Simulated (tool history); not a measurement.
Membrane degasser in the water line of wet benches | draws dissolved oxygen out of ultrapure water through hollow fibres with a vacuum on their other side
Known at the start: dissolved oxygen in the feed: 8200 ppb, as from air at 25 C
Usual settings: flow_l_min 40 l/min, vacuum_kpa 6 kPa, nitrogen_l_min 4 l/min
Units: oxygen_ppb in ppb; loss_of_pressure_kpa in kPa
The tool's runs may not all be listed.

Run 1, day 0: usual settings. Result: oxygen_ppb 71.7 ppb, loss_of_pressure_kpa 38.09 kPa.
Run 2, day 2.154: usual settings. Result: oxygen_ppb 73.8 ppb, loss_of_pressure_kpa 37.8 kPa.
Run 3, day 4.392: usual settings. Result: oxygen_ppb 72.1 ppb, loss_of_pressure_kpa 37.6 kPa.
Run 4, day 6.921: usual settings but flow_l_min 31 l/min. Result: oxygen_ppb 54.9 ppb, loss_of_pressure_kpa 29.46 kPa.
Run 5, day 8.871: usual settings but flow_l_min 31 l/min. Result: oxygen_ppb 55.4 ppb, loss_of_pressure_kpa 29.65 kPa.
Run 6, day 11.104: usual settings but flow_l_min 31 l/min. Result: oxygen_ppb 54.8 ppb, loss_of_pressure_kpa 29.64 kPa.
Run 7, day 13.633: usual settings but flow_l_min 31 l/min. Result: oxygen_ppb 54.7 ppb, loss_of_pressure_kpa 29.57 kPa.
Run 8, day 16.042: usual settings but flow_l_min 31 l/min, nitrogen_l_min 3.53 l/min. Result: oxygen_ppb 61.7 ppb, loss_of_pressure_kpa 29.33 kPa.
Run 9, day 19.725: usual settings. Result: oxygen_ppb 72.4 ppb, loss_of_pressure_kpa 38.18 kPa.
Run 10, day 23.283: usual settings. Result: oxygen_ppb 72.3 ppb, loss_of_pressure_kpa 38.12 kPa.
Run 11, day 26.521: usual settings. Result: oxygen_ppb 72.7 ppb, loss_of_pressure_kpa 38.14 kPa.
Run 12, day 28.667: usual settings but flow_l_min 29 l/min. Result: oxygen_ppb 51.4 ppb, loss_of_pressure_kpa 27.58 kPa.
Run 13, day 30.342: usual settings but flow_l_min 29 l/min, nitrogen_l_min 2.24 l/min. Result: oxygen_ppb 86.8 ppb, loss_of_pressure_kpa 27.65 kPa.
Run 14, day 31.842: usual settings but nitrogen_l_min 1.71 l/min. Result: oxygen_ppb 151.8 ppb, loss_of_pressure_kpa 38.32 kPa.
Run 15, day 34.238: usual settings but nitrogen_l_min 1.71 l/min. Result: oxygen_ppb 150.1 ppb, loss_of_pressure_kpa 38.39 kPa.
Run 16, day 36.292: usual settings but nitrogen_l_min 1.71 l/min. Result: oxygen_ppb 150.2 ppb, loss_of_pressure_kpa 38.29 kPa.
Run 17, day 37.971: usual settings but nitrogen_l_min 1.71 l/min. Result: oxygen_ppb 150.4 ppb, loss_of_pressure_kpa 38.06 kPa.
Run 18, day 40.429: usual settings but flow_l_min 39 l/min, vacuum_kpa 9.45 kPa. Result: oxygen_ppb 148.2 ppb, loss_of_pressure_kpa 37.12 kPa.
Run 19, day 43.329: usual settings but flow_l_min 39 l/min, vacuum_kpa 9.45 kPa. Result: oxygen_ppb 148.3 ppb, loss_of_pressure_kpa 37.33 kPa.
Run 20, day 45.771: usual settings but flow_l_min 33 l/min, nitrogen_l_min 2.28 l/min. Result: oxygen_ppb 98.1 ppb, loss_of_pressure_kpa 31.72 kPa.
Run 21, day 47.992: usual settings but flow_l_min 41 l/min, vacuum_kpa 11.4 kPa, nitrogen_l_min 2.28 l/min. Result: oxygen_ppb 330.2 ppb, loss_of_pressure_kpa 39.16 kPa.
Run 22, day 51.021: usual settings but flow_l_min 49 l/min, vacuum_kpa 5.91 kPa, nitrogen_l_min 5.32 l/min. Result: oxygen_ppb 72.9 ppb, loss_of_pressure_kpa 46.89 kPa.
Run 23, day 54.204: usual settings but flow_l_min 38 l/min, vacuum_kpa 4.08 kPa, nitrogen_l_min 2.25 l/min. Result: oxygen_ppb 40.9 ppb, loss_of_pressure_kpa 36.45 kPa.
Run 24, day 56.867: usual settings but flow_l_min 33 l/min, nitrogen_l_min 11.86 l/min. Result: oxygen_ppb 21.7 ppb, loss_of_pressure_kpa 31.44 kPa.
Run 25, day 60.025: usual settings but flow_l_min 58 l/min, vacuum_kpa 13.7 kPa. Result: oxygen_ppb 360 ppb, loss_of_pressure_kpa 55.11 kPa.
Run 26, day 62.283: usual settings but flow_l_min 27 l/min, nitrogen_l_min 2.22 l/min. Result: oxygen_ppb 82.4 ppb, loss_of_pressure_kpa 25.94 kPa.
Run 27, day 65.312: usual settings but flow_l_min 27 l/min, nitrogen_l_min 2.22 l/min. Result: oxygen_ppb 82.3 ppb, loss_of_pressure_kpa 25.9 kPa.
Run 28, day 68.642: usual settings but flow_l_min 27 l/min, nitrogen_l_min 2.22 l/min. Result: oxygen_ppb 83.8 ppb, loss_of_pressure_kpa 25.76 kPa.
Run 29, day 71.221: usual settings but flow_l_min 50 l/min, vacuum_kpa 9.16 kPa. Result: oxygen_ppb 186 ppb, loss_of_pressure_kpa 47.76 kPa.
Run 30, day 73.1: usual settings but flow_l_min 50 l/min, vacuum_kpa 9.16 kPa. Result: oxygen_ppb 185.8 ppb, loss_of_pressure_kpa 47.8 kPa.
Run 31, day 75.071: usual settings but flow_l_min 41 l/min, vacuum_kpa 9.16 kPa, nitrogen_l_min 2.49 l/min. Result: oxygen_ppb 228.2 ppb, loss_of_pressure_kpa 39.09 kPa.

Hidden state or all else? Some run-to-run changes of oxygen_ppb, split into what the settings, what came in and random variation would give without the hidden state, and what is left for the hidden state (with any gauge scatter that isn't in both results):
The hidden state here: membrane still open, %; true pressure behind the membrane over the reading, kPa; air that leaks in behind the membrane, l/min; drift of the gauge itself on oxygen_ppb, %; drift of the gauge itself on loss_of_pressure_kpa, %.
Run 21 -> 22: flow_l_min 41 -> 49, vacuum_kpa 11.4 -> 5.91, nitrogen_l_min 2.28 -> 5.32. oxygen_ppb -257.3 ppb: hidden state -2.5, all else -254.8.
Run 23 -> 24: flow_l_min 38 -> 33, vacuum_kpa 4.08 -> 6, nitrogen_l_min 2.25 -> 11.86. oxygen_ppb -19.2 ppb: hidden state -2.6, all else -16.6.
Run 24 -> 25: flow_l_min 33 -> 58, vacuum_kpa 6 -> 13.7, nitrogen_l_min 11.86 -> 4. oxygen_ppb +338.3 ppb: hidden state +4.6, all else +333.7.
Run 25 -> 26: flow_l_min 58 -> 27, vacuum_kpa 13.7 -> 6, nitrogen_l_min 4 -> 2.22. oxygen_ppb -277.6 ppb: hidden state -2.2, all else -275.4.
